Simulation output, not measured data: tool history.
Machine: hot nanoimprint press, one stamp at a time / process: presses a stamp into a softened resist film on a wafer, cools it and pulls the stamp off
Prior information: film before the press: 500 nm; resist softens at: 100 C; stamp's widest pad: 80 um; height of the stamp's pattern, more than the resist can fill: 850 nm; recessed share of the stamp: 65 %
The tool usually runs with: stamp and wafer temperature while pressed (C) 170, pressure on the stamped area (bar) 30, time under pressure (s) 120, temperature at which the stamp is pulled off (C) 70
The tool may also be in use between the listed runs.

run,hour,stamp and wafer temperature while pressed (C),pressure on the stamped area (bar),time under pressure (s),temperature at which the stamp is pulled off (C),resist left under the stamp's widest pad (angstrom),greatest force while the stamp is pulled off (N)
1,0,170,30,120,70,1982,221
2,7.8,170,30,120,70,2006,222
3,14.5,170,30,120,70,2024,217
4,23.1,170,30,170,70,1773,229
5,32.8,170,30,120,77,2011,200
6,39.3,170,30,120,77,2001,206
7,46.8,170,30,120,70,2027,231
8,56.7,170,30,120,70,2026,225
9,62.4,170,30,110,70,2107,220
10,66.9,170,30,110,70,2126,227
11,72.6,170,30,110,70,2117,227
12,76.9,170,25.5,120,70,2216,227
13,81.2,170,25.5,120,70,2212,222
14,88.2,170,25.5,120,70,2214,225
15,94.8,170,25.5,120,70,2221,228
# hour 96.8: gauge calibrated
16,102,170,30,72,77,2400,203
17,108.2,170,30,114,62,2034,243
18,113.4,170,30,174,58,1739,264
19,118.9,170,30,174,58,1747,254
20,128,170,21.4,120,70,2374,223
21,135.1,170,21.4,120,70,2382,219
22,142.5,168,30,120,62,2183,250
23,152.6,182,33.3,120,70,1221,222
24,159.2,175,41.2,108,55,1469,261
25,167.3,164,30,60,70,3196,210
26,176.7,164,30,60,70,3212,226
27,185.7,164,43.4,60,70,2763,215
28,190.1,179,47.3,97,70,1230,225
29,199.6,181,30,120,69,1358,228

Table of differences, measured result less the result of that run with no hidden state. Run-to-run variation is the same in both. Gauge scatter possibly is not:
Hidden state present: true temperature over the reading, C; pressure that arrives at the usual setting, %; grip of the stamp's worn release coat, % over a new coat's; drift of the gauge itself on residual_nm, %; drift of the gauge itself on pull_off_n, %.
run,resist left under the stamp's widest pad (angstrom)
1,+1
2,+5
3,+9
4,+11
5,+18
6,+22
7,+27
8,+31
9,+37
10,+39
11,+42
12,+47
13,+49
14,+54
15,+57
16,+4
17,+7
18,+8
19,+10
20,+20
21,+25
22,+28
23,+19
24,+25
25,+62
26,+70
27,+66
28,+32
29,+38
greatest force while the stamp is pulled off (N): within 1 of the measured result in every run.
